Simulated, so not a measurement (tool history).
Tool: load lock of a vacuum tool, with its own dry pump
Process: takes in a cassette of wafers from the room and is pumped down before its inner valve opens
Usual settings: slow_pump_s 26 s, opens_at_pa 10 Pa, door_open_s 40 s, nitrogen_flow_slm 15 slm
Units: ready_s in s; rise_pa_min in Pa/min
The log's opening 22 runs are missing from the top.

run	hour	slow_pump_s	opens_at_pa	door_open_s	nitrogen_flow_slm	incoming humidity of the room's air, %	ready_s	rise_pa_min
23	2766.7	14	14	69	23	47.5	66.8	0.036
24	2877.1	52	15	69	25	44.4	93.2	0.032
25	3006.7	37	10	104	5	46.8	84.5	0.062
26	3100.5	26	10	42	15	45.3	76.5	0.034
27	3232.1	50	13	149	15	44.5	91.8	0.054
28	3387.8	16	10	40	9	42.9	69.7	0.039
29	3463.3	16	10	64	10	44.9	70.5	0.045
30	3606	16	10	64	10	44.4	69.7	0.047
31	3697.3	16	10	64	10	45.6	70.8	0.046
32	3864.2	16	10	64	10	45.9	70.6	0.047
33	4035.9	16	10	64	10	45.3	70.2	0.045
34	4150.9	16	10	94	10	46.7	71.1	0.057
35	4294.9	26	10	40	27	44.5	78.2	0.027

Predict the results of run 36:
36	4443	26	10	40	27	44.1	?	?

ready_s: 78.4 s
rise_pa_min: 0.034 Pa/min
The same run, on a tool lacking any hidden state, would have yielded ready_s 71.7 s, rise_pa_min 0.017 Pa/min.
